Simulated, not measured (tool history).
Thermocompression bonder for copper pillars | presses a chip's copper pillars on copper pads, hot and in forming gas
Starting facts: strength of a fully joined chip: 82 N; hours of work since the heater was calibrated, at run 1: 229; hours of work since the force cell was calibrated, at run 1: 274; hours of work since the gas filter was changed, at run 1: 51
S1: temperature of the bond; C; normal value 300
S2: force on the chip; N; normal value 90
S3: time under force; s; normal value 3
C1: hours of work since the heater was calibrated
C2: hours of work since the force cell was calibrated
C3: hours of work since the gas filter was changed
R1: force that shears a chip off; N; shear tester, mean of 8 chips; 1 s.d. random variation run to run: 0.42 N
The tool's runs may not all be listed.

run	hour	S1	S2	S3	C1	C2	C3	R1
1	0	300	90	3	229	274	51	60.5
2	11.4	300	117	3	237	282	59	67.2
3	23.3	300	90	6	245	290	67	68.3
4	33.5	300	90	6	252	297	74	68.7
5	42.2	300	90	6	258	303	80	68.7
6	51.8	300	90	6	265	310	87	68.8
7	64.1	300	90	6	273	318	95	68.2
8	74	300	90	6	280	325	102	68.3
9	83.7	300	90	6	287	332	109	68
10	91.6	300	90	6	292	337	114	68.4
11	97.5	300	90	4	296	341	118	63.3
12	104.7	300	90	4	301	346	123	62.6
13	115	300	90	4	308	353	130	62.6
14	127.5	300	90	4	317	362	139	63.4
15	139.4	300	90	4	325	370	147	63
16	146.9	300	90	4	330	375	152	62.9
17	153.9	300	90	4	335	380	157	62.8
18	161	300	90	4	340	385	162	62.8
19	168.1	300	90	4	345	390	167	62.1
20	178.3	300	90	4	352	397	174	63
21	185.6	300	90	4	357	402	179	62
22	197	318	83	4	364	410	186	67.9
23	205	318	83	4	370	415	192	67.7
24	210.9	318	83	4	374	419	196	67.8
# hour 213.3: force cell calibrated
25	219.6	299	124	2	379	4	201	62.6

Run 26 is up next; what results do you expect?
26	229.1	297	86	7	385	11	208	?

Logged for run 26: R1 66.5 N.
With no hidden state in the tool, this same run would have given R1 68.2 N.
